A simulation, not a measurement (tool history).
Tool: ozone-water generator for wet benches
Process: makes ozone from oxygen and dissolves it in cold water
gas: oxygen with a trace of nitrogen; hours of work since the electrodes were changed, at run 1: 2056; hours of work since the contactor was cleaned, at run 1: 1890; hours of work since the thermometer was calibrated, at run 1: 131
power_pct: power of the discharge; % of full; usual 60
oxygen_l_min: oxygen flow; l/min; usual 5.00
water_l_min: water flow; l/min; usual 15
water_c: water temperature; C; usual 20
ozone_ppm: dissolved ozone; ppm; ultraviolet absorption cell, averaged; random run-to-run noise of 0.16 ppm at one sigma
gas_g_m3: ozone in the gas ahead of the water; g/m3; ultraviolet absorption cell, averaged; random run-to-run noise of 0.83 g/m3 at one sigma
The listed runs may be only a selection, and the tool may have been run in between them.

run,hour,power_pct,oxygen_l_min,water_l_min,water_c,hours of work since the electrodes were changed,hours of work since the contactor was cleaned,hours of work since the thermometer was calibrated,ozone_ppm,gas_g_m3
1,0.0,60,5.00,15,20,2056,1890,131,19.4,150.4
2,156.4,60,5.00,15,20,2159,1994,234,19.8,150.5
3,306.4,60,5.00,16,20,2258,2093,333,18.9,149.5
4,494.1,60,5.00,16,20,2382,2217,457,18.9,149.3
5,670.3,60,5.00,15,20,2499,2333,574,19.5,149.3
6,824.8,60,5.00,15,20,2601,2435,676,19.7,149.5
7,1002.0,56,5.00,15,20,2718,2552,793,18.5,142.3
8,1153.9,56,3.50,15,20,2819,2653,893,17.4,157.7
9,1292.6,56,3.50,15,20,2910,2745,985,17.3,159.2
# hour 1311.8: contactor cleaned
10,1383.3,56,3.50,15,20,2968,47,1042,16.9,160.4
11,1496.9,56,3.50,15,20,3043,122,1117,16.9,158.2
12,1689.6,60,5.00,9,20,3170,250,1245,25.8,149.5
13,1875.7,60,5.00,9,20,3293,373,1368,25.3,147.8
14,2008.0,60,5.00,9,20,3380,460,1455,25.5,147.1
15,2094.9,60,5.00,9,20,3438,518,1513,25.4,147.4
# hour 2179.5: contactor cleaned, once more
16,2291.3,60,5.00,15,20,3565,74,1640,19.5,148.9
17,2459.0,60,5.00,10,25,3676,185,1751,22.2,145.2
18,2589.9,71,7.31,12,23,3762,271,1837,24.3,147.6
19,2752.9,41,6.34,9,20,3870,379,1945,19.5,103.1
20,2897.7,60,5.00,17,20,3966,475,2041,18.0,146.9
21,3036.9,60,5.00,17,20,4058,567,2133,18.0,146.3
22,3210.4,60,5.00,13,15,4173,681,2247,23.1,144.7
23,3310.5,64,5.29,19,15,4239,748,2313,19.0,150.2
24,3398.2,42,2.75,16,20,4297,805,2371,12.2,136.6
25,3558.2,98,5.00,13,14,4402,911,2477,33.6,208.1
26,3677.2,60,5.00,20,20,4481,990,2556,15.9,147.2
27,3826.9,68,5.00,20,27,4580,1089,2655,15.5,159.6
28,3936.2,56,6.76,20,27,4652,1161,2727,14.1,125.2
29,4046.6,64,2.86,15,20,4725,1234,2800,17.8,184.9
30,4179.9,64,3.50,9,20,4813,1322,2888,26.3,171.9
31,4312.1,53,2.69,19,21,4901,1410,2975,12.3,163.3
# hour 4426.8: water thermometer calibrated
32,4460.1,62,3.98,10,21,4998,1507,22,24.1,159.3

Branching from run 32: 5 alternative next runs. What would each branch give?
A,4566.1,60,8.12,15,12,5068,1577,92,?,?
B,4566.1,60,3.00,23,20,5068,1577,92,?,?
C,4566.1,52,5.00,15,16,5068,1577,92,?,?
D,4566.1,60,5.00,15,16,5068,1577,92,?,?
E,4566.1,62,6.50,10,21,5068,1577,92,?,?

run,ozone_ppm,gas_g_m3
A,23.4,124.3
B,12.1,172.2
C,18.9,130.2
D,20.6,145.3
E,24.6,135.7
With the hidden condition removed and each run's random variation left untouched, the same runs would have given:
run,ozone_ppm,gas_g_m3
A,25.4,131.9
B,13.2,182.7
C,20.2,137.2
D,22.3,154.2
E,26.6,144.3

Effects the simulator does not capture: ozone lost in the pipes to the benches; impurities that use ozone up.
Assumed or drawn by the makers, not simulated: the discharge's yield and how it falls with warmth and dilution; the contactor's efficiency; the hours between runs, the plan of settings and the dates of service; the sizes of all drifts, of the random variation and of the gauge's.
